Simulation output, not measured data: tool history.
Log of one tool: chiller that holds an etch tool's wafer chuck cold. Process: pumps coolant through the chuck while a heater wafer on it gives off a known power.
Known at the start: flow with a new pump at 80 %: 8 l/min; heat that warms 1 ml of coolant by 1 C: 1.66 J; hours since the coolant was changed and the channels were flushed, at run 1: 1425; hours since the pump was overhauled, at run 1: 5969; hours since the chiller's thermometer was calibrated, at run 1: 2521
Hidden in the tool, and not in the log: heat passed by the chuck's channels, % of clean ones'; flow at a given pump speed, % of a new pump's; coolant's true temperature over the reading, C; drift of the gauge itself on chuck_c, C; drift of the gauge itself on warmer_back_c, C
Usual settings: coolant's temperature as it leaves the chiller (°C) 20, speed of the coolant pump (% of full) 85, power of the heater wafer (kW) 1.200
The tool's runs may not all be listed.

run	hour	coolant's temperature as it leaves the chiller (°C)	speed of the coolant pump (% of full)	power of the heater wafer (kW)	hours since the coolant was changed and the channels were flushed	hours since the pump was overhauled	hours since the chiller's thermometer was calibrated	chuck's temperature once it has settled (°C)	how much warmer the coolant comes back (C)
1	0.0	20	85	1.200	1425	5969	2521	33.6	5.79
2	199.8	20	85	1.200	1625	6169	2721	34.2	5.82
3	353.4	20	85	1.200	1779	6323	2875	34.0	5.85
4	552.8	20	85	0.694	1978	6522	3074	28.6	3.41
5	756.0	20	85	0.694	2181	6725	3277	28.8	3.43
6	838.1	20	85	1.200	2263	6807	3359	34.8	5.91
# hour 872.9: coolant pump overhauled
# hour 873.9: chiller's thermometer calibrated
7	1036.6	20	85	1.200	2456	163	163	32.7	5.12
8	1184.9	20	85	1.200	2604	311	311	32.7	5.09
9	1380.6	12	73	1.200	2800	507	507	26.6	6.09
10	1565.0	22	82	1.017	2984	691	691	33.4	4.54
11	1708.2	10	75	1.311	3128	834	834	26.0	6.50
12	1806.8	13	85	0.729	3226	933	933	21.2	3.17
13	1974.6	13	85	0.729	3394	1101	1101	21.3	3.21
14	2157.5	13	85	0.729	3577	1284	1284	21.5	3.22

Hidden state at the last listed run before each entry between runs and at the first one after, where it differs:
Between runs 6 and 7: coolant pump overhauled (hour 872.9); chiller's thermometer calibrated (hour 873.9)
  heat passed by the chuck's channels, % of clean ones': 87 -> 85.9; flow at a given pump speed, % of a new pump's: 85.5 -> 99; coolant's true temperature over the reading, C: 0.81 -> 0
  measured less the result without the state, chuck's temperature once it has settled (°C): +3.6 -> +1.5; how much warmer the coolant comes back (C): +0.86 -> +0.05
